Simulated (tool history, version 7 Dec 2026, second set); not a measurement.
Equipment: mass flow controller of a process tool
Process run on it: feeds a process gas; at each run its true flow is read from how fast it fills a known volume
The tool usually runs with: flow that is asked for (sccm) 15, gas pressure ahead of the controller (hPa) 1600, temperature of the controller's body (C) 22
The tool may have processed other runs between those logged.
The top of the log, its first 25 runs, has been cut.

run	hour	flow that is asked for (sccm)	gas pressure ahead of the controller (hPa)	temperature of the controller's body (C)	hours of work since the controller was set to zero	hours of work since the controller was changed	true flow (%)
26	8183.6	15	2170	34	4443	11717	99.25
27	8652.2	15	1420	34	4715	11988	99.74
28	9051.8	8	1600	22	4947	12220	98.51
29	9383.4	22	1650	38	5139	12412	100.51
30	9602.9	15	2800	35	5266	12539	99.22
# hour 9744.4: controller exchanged for a calibrated one
31	10016.9	15	1650	33	158	158	99.86
32	10384.4	15	1650	33	371	371	99.95
33	10873.9	6	1600	20	655	655	98.65
34	11088.7	6	1600	20	779	779	98.76
35	11506	6	1600	20	1021	1021	98.84
36	11992.9	30	1570	21	1303	1303	100.47
37	12347.5	7	1620	21	1509	1509	99.27
38	12620.2	7	1620	21	1667	1667	99.17
39	12836.8	7	1620	21	1793	1793	99.26
40	13157.6	15	2000	27	1979	1979	99.98
41	13547.6	35	1800	29	2205	2205	101.6
42	13789.4	10	2670	29	2345	2345	99.64
43	14055.4	23	1600	22	2499	2499	100.51
44	14283.2	7	2290	22	2631	2631	99.38

4 options for the next run, each taken on its own from the tool as it stands now. Forecast them:
A	14568.4	16	1880	26	2796	2796	?
B	14568.4	27	1480	20	2796	2796	?
C	14568.4	7	2290	26	2796	2796	?
D	14568.4	48	2330	32	2796	2796	?

run	true flow (%)
A	100.51
B	100.93
C	99.7
D	102.56
What these runs would have given with no unlogged condition in the tool:
run	true flow (%)
A	98.23
B	98.65
C	97.43
D	100.24
